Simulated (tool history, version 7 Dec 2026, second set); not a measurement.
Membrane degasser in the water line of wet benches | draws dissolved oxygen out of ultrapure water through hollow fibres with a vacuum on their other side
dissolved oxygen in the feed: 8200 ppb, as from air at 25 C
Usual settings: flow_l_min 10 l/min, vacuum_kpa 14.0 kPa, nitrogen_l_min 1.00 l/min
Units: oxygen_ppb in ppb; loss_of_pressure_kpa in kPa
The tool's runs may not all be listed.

run 1 hour=0.0 | flow_l_min=10 vacuum_kpa=14.0 nitrogen_l_min=1.00 | oxygen_ppb=301.2 loss_of_pressure_kpa=41.72
run 2 hour=45.4 | flow_l_min=10 vacuum_kpa=20.0 nitrogen_l_min=1.00 | oxygen_ppb=430.7 loss_of_pressure_kpa=41.79
run 3 hour=82.1 | flow_l_min=10 vacuum_kpa=20.0 nitrogen_l_min=1.00 | oxygen_ppb=428.3 loss_of_pressure_kpa=41.38
run 4 hour=136.2 | flow_l_min=10 vacuum_kpa=20.0 nitrogen_l_min=1.00 | oxygen_ppb=424.5 loss_of_pressure_kpa=41.52
run 5 hour=170.9 | flow_l_min=10 vacuum_kpa=14.0 nitrogen_l_min=1.21 | oxygen_ppb=257.0 loss_of_pressure_kpa=41.58
run 6 hour=203.5 | flow_l_min=10 vacuum_kpa=14.0 nitrogen_l_min=1.21 | oxygen_ppb=261.4 loss_of_pressure_kpa=41.59
run 7 hour=246.4 | flow_l_min=10 vacuum_kpa=15.1 nitrogen_l_min=1.21 | oxygen_ppb=282.3 loss_of_pressure_kpa=41.66
run 8 hour=297.7 | flow_l_min=10 vacuum_kpa=15.1 nitrogen_l_min=1.21 | oxygen_ppb=279.0 loss_of_pressure_kpa=41.60
run 9 hour=348.4 | flow_l_min=10 vacuum_kpa=15.1 nitrogen_l_min=1.21 | oxygen_ppb=280.2 loss_of_pressure_kpa=41.91
run 10 hour=403.4 | flow_l_min=10 vacuum_kpa=15.1 nitrogen_l_min=1.21 | oxygen_ppb=282.1 loss_of_pressure_kpa=41.82
run 11 hour=450.1 | flow_l_min=10 vacuum_kpa=17.6 nitrogen_l_min=1.00 | oxygen_ppb=382.3 loss_of_pressure_kpa=42.01
run 12 hour=477.6 | flow_l_min=10 vacuum_kpa=17.6 nitrogen_l_min=1.00 | oxygen_ppb=382.1 loss_of_pressure_kpa=41.77
run 13 hour=527.0 | flow_l_min=10 vacuum_kpa=14.0 nitrogen_l_min=1.00 | oxygen_ppb=298.0 loss_of_pressure_kpa=42.04
run 14 hour=559.4 | flow_l_min=10 vacuum_kpa=14.0 nitrogen_l_min=1.00 | oxygen_ppb=296.3 loss_of_pressure_kpa=41.50
run 15 hour=591.2 | flow_l_min=10 vacuum_kpa=14.0 nitrogen_l_min=1.00 | oxygen_ppb=302.8 loss_of_pressure_kpa=41.70
-- hour=594.5 vacuum gauge calibrated
run 16 hour=620.7 | flow_l_min=10 vacuum_kpa=28.2 nitrogen_l_min=1.00 | oxygen_ppb=617.8 loss_of_pressure_kpa=41.88
run 17 hour=672.3 | flow_l_min=10 vacuum_kpa=28.2 nitrogen_l_min=1.00 | oxygen_ppb=612.3 loss_of_pressure_kpa=41.71
run 18 hour=714.6 | flow_l_min=12 vacuum_kpa=33.3 nitrogen_l_min=1.26 | oxygen_ppb=715.3 loss_of_pressure_kpa=50.23
run 19 hour=750.2 | flow_l_min=12 vacuum_kpa=33.3 nitrogen_l_min=1.26 | oxygen_ppb=717.8 loss_of_pressure_kpa=50.36
-- hour=799.6 vacuum gauge calibrated, once more
run 20 hour=805.3 | flow_l_min=6 vacuum_kpa=17.0 nitrogen_l_min=1.60 | oxygen_ppb=135.8 loss_of_pressure_kpa=25.29
run 21 hour=857.3 | flow_l_min=6 vacuum_kpa=17.0 nitrogen_l_min=1.60 | oxygen_ppb=135.0 loss_of_pressure_kpa=25.45
run 22 hour=894.7 | flow_l_min=12 vacuum_kpa=22.3 nitrogen_l_min=1.60 | oxygen_ppb=404.5 loss_of_pressure_kpa=50.58
run 23 hour=923.8 | flow_l_min=7 vacuum_kpa=29.5 nitrogen_l_min=2.66 | oxygen_ppb=183.5 loss_of_pressure_kpa=29.14
run 24 hour=962.4 | flow_l_min=10 vacuum_kpa=22.0 nitrogen_l_min=0.82 | oxygen_ppb=549.4 loss_of_pressure_kpa=42.18
run 25 hour=1007.9 | flow_l_min=10 vacuum_kpa=18.6 nitrogen_l_min=2.31 | oxygen_ppb=204.5 loss_of_pressure_kpa=42.00
run 26 hour=1040.9 | flow_l_min=10 vacuum_kpa=30.1 nitrogen_l_min=1.41 | oxygen_ppb=484.5 loss_of_pressure_kpa=41.69
run 27 hour=1074.3 | flow_l_min=14 vacuum_kpa=14.0 nitrogen_l_min=2.81 | oxygen_ppb=261.8 loss_of_pressure_kpa=59.14
run 28 hour=1128.3 | flow_l_min=14 vacuum_kpa=14.0 nitrogen_l_min=1.71 | oxygen_ppb=332.3 loss_of_pressure_kpa=59.07
run 29 hour=1153.4 | flow_l_min=14 vacuum_kpa=14.0 nitrogen_l_min=1.73 | oxygen_ppb=328.7 loss_of_pressure_kpa=59.07

Forecast each of these 5 alternatives for the next run:
run A hour=1208.2 | flow_l_min=10 vacuum_kpa=20.4 nitrogen_l_min=1.00 | oxygen_ppb=? loss_of_pressure_kpa=?
run B hour=1208.2 | flow_l_min=11 vacuum_kpa=9.5 nitrogen_l_min=0.41 | oxygen_ppb=? loss_of_pressure_kpa=?
run C hour=1208.2 | flow_l_min=14 vacuum_kpa=14.0 nitrogen_l_min=0.88 | oxygen_ppb=? loss_of_pressure_kpa=?
run D hour=1208.2 | flow_l_min=10 vacuum_kpa=10.7 nitrogen_l_min=2.70 | oxygen_ppb=? loss_of_pressure_kpa=?
run E hour=1208.2 | flow_l_min=13 vacuum_kpa=16.3 nitrogen_l_min=0.79 | oxygen_ppb=? loss_of_pressure_kpa=?

run=A oxygen_ppb=432.8 loss_of_pressure_kpa=41.63
run=B oxygen_ppb=415.3 loss_of_pressure_kpa=46.25
run=C oxygen_ppb=504.5 loss_of_pressure_kpa=59.22
run=D oxygen_ppb=114.0 loss_of_pressure_kpa=42.39
run=E oxygen_ppb=567.7 loss_of_pressure_kpa=54.61
Without the tool's hidden state the same runs would have given:
run=A oxygen_ppb=418.8 loss_of_pressure_kpa=40.71
run=B oxygen_ppb=403.4 loss_of_pressure_kpa=45.23
run=C oxygen_ppb=487.4 loss_of_pressure_kpa=57.92
run=D oxygen_ppb=106.9 loss_of_pressure_kpa=41.46
run=E oxygen_ppb=551.0 loss_of_pressure_kpa=53.40
